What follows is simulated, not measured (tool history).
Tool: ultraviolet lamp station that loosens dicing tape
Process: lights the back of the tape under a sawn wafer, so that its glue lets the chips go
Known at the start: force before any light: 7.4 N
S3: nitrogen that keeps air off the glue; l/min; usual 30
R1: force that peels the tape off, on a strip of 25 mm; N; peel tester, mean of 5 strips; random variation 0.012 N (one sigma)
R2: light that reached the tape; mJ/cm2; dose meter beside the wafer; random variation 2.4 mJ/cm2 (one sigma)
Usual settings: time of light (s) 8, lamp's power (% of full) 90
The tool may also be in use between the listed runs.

run 1 hour=0 | time_of_light_(s)=8 lamp's_power_(%_of_full)=90 S3=30 | R1=0.542 R2=257
run 2 hour=25.2 | time_of_light_(s)=8 lamp's_power_(%_of_full)=90 S3=30 | R1=0.542 R2=261
run 3 hour=41.9 | time_of_light_(s)=8 lamp's_power_(%_of_full)=78 S3=30 | R1=0.742 R2=224
run 4 hour=64.7 | time_of_light_(s)=8 lamp's_power_(%_of_full)=78 S3=30 | R1=0.76 R2=226
run 5 hour=91.4 | time_of_light_(s)=8 lamp's_power_(%_of_full)=78 S3=30 | R1=0.756 R2=223
run 6 hour=113.7 | time_of_light_(s)=8 lamp's_power_(%_of_full)=90 S3=30 | R1=0.527 R2=262
run 7 hour=125.6 | time_of_light_(s)=8 lamp's_power_(%_of_full)=90 S3=30 | R1=0.541 R2=262
run 8 hour=151.9 | time_of_light_(s)=8 lamp's_power_(%_of_full)=90 S3=30 | R1=0.542 R2=261
run 9 hour=174 | time_of_light_(s)=8 lamp's_power_(%_of_full)=90 S3=30 | R1=0.536 R2=260
run 10 hour=197.7 | time_of_light_(s)=8 lamp's_power_(%_of_full)=90 S3=30 | R1=0.552 R2=259
run 11 hour=219.7 | time_of_light_(s)=8 lamp's_power_(%_of_full)=90 S3=30 | R1=0.525 R2=257
run 12 hour=230.7 | time_of_light_(s)=8 lamp's_power_(%_of_full)=90 S3=30 | R1=0.519 R2=262
run 13 hour=246.6 | time_of_light_(s)=8 lamp's_power_(%_of_full)=79 S3=30 | R1=0.743 R2=229
run 14 hour=259.9 | time_of_light_(s)=8 lamp's_power_(%_of_full)=79 S3=30 | R1=0.733 R2=228
run 15 hour=276.8 | time_of_light_(s)=8 lamp's_power_(%_of_full)=79 S3=30 | R1=0.726 R2=226
run 16 hour=291.2 | time_of_light_(s)=8 lamp's_power_(%_of_full)=79 S3=30 | R1=0.726 R2=229
run 17 hour=317.7 | time_of_light_(s)=8 lamp's_power_(%_of_full)=79 S3=30 | R1=0.709 R2=230
run 18 hour=337.5 | time_of_light_(s)=8 lamp's_power_(%_of_full)=90 S3=30 | R1=0.556 R2=261
run 19 hour=354.3 | time_of_light_(s)=8 lamp's_power_(%_of_full)=90 S3=30 | R1=0.546 R2=255
run 20 hour=378.2 | time_of_light_(s)=8 lamp's_power_(%_of_full)=82 S3=30 | R1=0.676 R2=238
run 21 hour=400.9 | time_of_light_(s)=8 lamp's_power_(%_of_full)=82 S3=30 | R1=0.646 R2=236
run 22 hour=419.1 | time_of_light_(s)=8 lamp's_power_(%_of_full)=82 S3=30 | R1=0.648 R2=230
run 23 hour=432.9 | time_of_light_(s)=11 lamp's_power_(%_of_full)=82 S3=47 | R1=0.209 R2=326
run 24 hour=454.3 | time_of_light_(s)=7 lamp's_power_(%_of_full)=90 S3=30 | R1=0.73 R2=227
run 25 hour=479.2 | time_of_light_(s)=7 lamp's_power_(%_of_full)=90 S3=30 | R1=0.738 R2=228
run 26 hour=493.9 | time_of_light_(s)=7 lamp's_power_(%_of_full)=90 S3=30 | R1=0.712 R2=227
run 27 hour=519.4 | time_of_light_(s)=7 lamp's_power_(%_of_full)=90 S3=30 | R1=0.733 R2=229
run 28 hour=537.9 | time_of_light_(s)=15 lamp's_power_(%_of_full)=90 S3=43 | R1=0.109 R2=489
run 29 hour=559.9 | time_of_light_(s)=15 lamp's_power_(%_of_full)=90 S3=43 | R1=0.118 R2=484
run 30 hour=577.7 | time_of_light_(s)=5 lamp's_power_(%_of_full)=90 S3=43 | R1=1.13 R2=162
run 31 hour=597.5 | time_of_light_(s)=8 lamp's_power_(%_of_full)=69 S3=25 | R1=1.112 R2=199
run 32 hour=623.7 | time_of_light_(s)=14 lamp's_power_(%_of_full)=69 S3=57 | R1=0.168 R2=345
run 33 hour=639.7 | time_of_light_(s)=14 lamp's_power_(%_of_full)=69 S3=57 | R1=0.159 R2=344
run 34 hour=666.3 | time_of_light_(s)=7 lamp's_power_(%_of_full)=70 S3=43 | R1=0.925 R2=178
run 35 hour=688.1 | time_of_light_(s)=11 lamp's_power_(%_of_full)=90 S3=29 | R1=0.255 R2=360
run 36 hour=713.5 | time_of_light_(s)=11 lamp's_power_(%_of_full)=90 S3=29 | R1=0.244 R2=357
run 37 hour=740.6 | time_of_light_(s)=11 lamp's_power_(%_of_full)=90 S3=29 | R1=0.268 R2=359
run 38 hour=758 | time_of_light_(s)=10 lamp's_power_(%_of_full)=90 S3=11 | R1=0.852 R2=325
run 39 hour=777 | time_of_light_(s)=4 lamp's_power_(%_of_full)=88 S3=11 | R1=3.045 R2=128
run 40 hour=794.2 | time_of_light_(s)=5 lamp's_power_(%_of_full)=88 S3=11 | R1=2.462 R2=156
run 41 hour=816 | time_of_light_(s)=5 lamp's_power_(%_of_full)=64 S3=11 | R1=3.305 R2=113
run 42 hour=840.2 | time_of_light_(s)=13 lamp's_power_(%_of_full)=90 S3=10 | R1=0.528 R2=419
run 43 hour=854.8 | time_of_light_(s)=13 lamp's_power_(%_of_full)=62 S3=34 | R1=0.355 R2=291

Not shown: 1 entry that the log had between the listed runs. Between which runs, and how does the tool's hidden state differ before and after?
Between runs 34 and 35: window cleaned of glue's vapour (hour 679.9)
  light that the window lets through, % of a clean one's: 99.8 -> 100

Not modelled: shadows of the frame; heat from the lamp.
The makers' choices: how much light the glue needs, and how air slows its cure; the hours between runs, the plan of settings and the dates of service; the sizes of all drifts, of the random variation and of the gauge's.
